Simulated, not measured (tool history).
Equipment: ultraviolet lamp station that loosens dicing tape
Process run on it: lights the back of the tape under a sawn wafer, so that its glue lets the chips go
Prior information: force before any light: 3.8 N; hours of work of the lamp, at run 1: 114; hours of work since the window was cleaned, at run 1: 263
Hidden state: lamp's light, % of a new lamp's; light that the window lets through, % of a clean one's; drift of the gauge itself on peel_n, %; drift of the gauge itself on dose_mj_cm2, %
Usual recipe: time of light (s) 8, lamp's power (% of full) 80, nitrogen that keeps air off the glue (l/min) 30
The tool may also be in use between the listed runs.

run	hour	time of light (s)	lamp's power (% of full)	nitrogen that keeps air off the glue (l/min)	hours of work of the lamp	hours of work since the window was cleaned	force that peels the tape off (N)	light that reached the tape (J/m2)
1	0	8	80	30	114	263	0.583	4510
2	6.5	8	80	30	118	268	0.578	4520
3	15.7	8	80	30	125	275	0.588	4470
4	29	7	80	30	135	285	0.688	3940
5	41.7	12	80	30	145	295	0.327	6740
6	53.3	8	80	30	154	304	0.573	4500
7	60.4	8	80	30	159	309	0.568	4450
8	68.8	8	80	30	166	315	0.567	4480
9	75.1	8	80	30	170	320	0.567	4430
10	87.4	8	80	30	180	329	0.559	4460
11	102	8	80	54	191	340	0.429	4470
12	109.3	8	80	54	196	346	0.423	4500
13	116.9	6	75	17	202	352	1.162	3130
14	131.4	6	75	17	213	363	1.196	3180
15	143.1	6	75	17	222	371	1.271	3100
16	153.4	9	87	30	230	379	0.43	5520
17	161.1	8	79	26	235	385	0.648	4430
18	170.5	9	79	26	242	392	0.527	4940
19	178.9	9	79	26	249	398	0.526	4980
20	188.7	8	79	28	256	406	0.604	4500
21	201.8	6	78	24	266	416	1.04	3250
22	216.3	11	80	30	277	427	0.353	6170
23	225	11	80	30	284	433	0.356	6180

Each row is a separate what-if for the run after 23, all from the same tool condition, not one after another. Results?
A	233.1	8	77	42	290	439	?	?
B	233.1	11	80	22	290	439	?	?
C	233.1	10	98	30	290	439	?	?

run	force that peels the tape off (N)	light that reached the tape (J/m2)
A	0.487	4280
B	0.42	6220
C	0.318	6860
What these runs would have given with no unlogged condition in the tool:
run	force that peels the tape off (N)	light that reached the tape (J/m2)
A	0.486	4290
B	0.419	6230
C	0.317	6870

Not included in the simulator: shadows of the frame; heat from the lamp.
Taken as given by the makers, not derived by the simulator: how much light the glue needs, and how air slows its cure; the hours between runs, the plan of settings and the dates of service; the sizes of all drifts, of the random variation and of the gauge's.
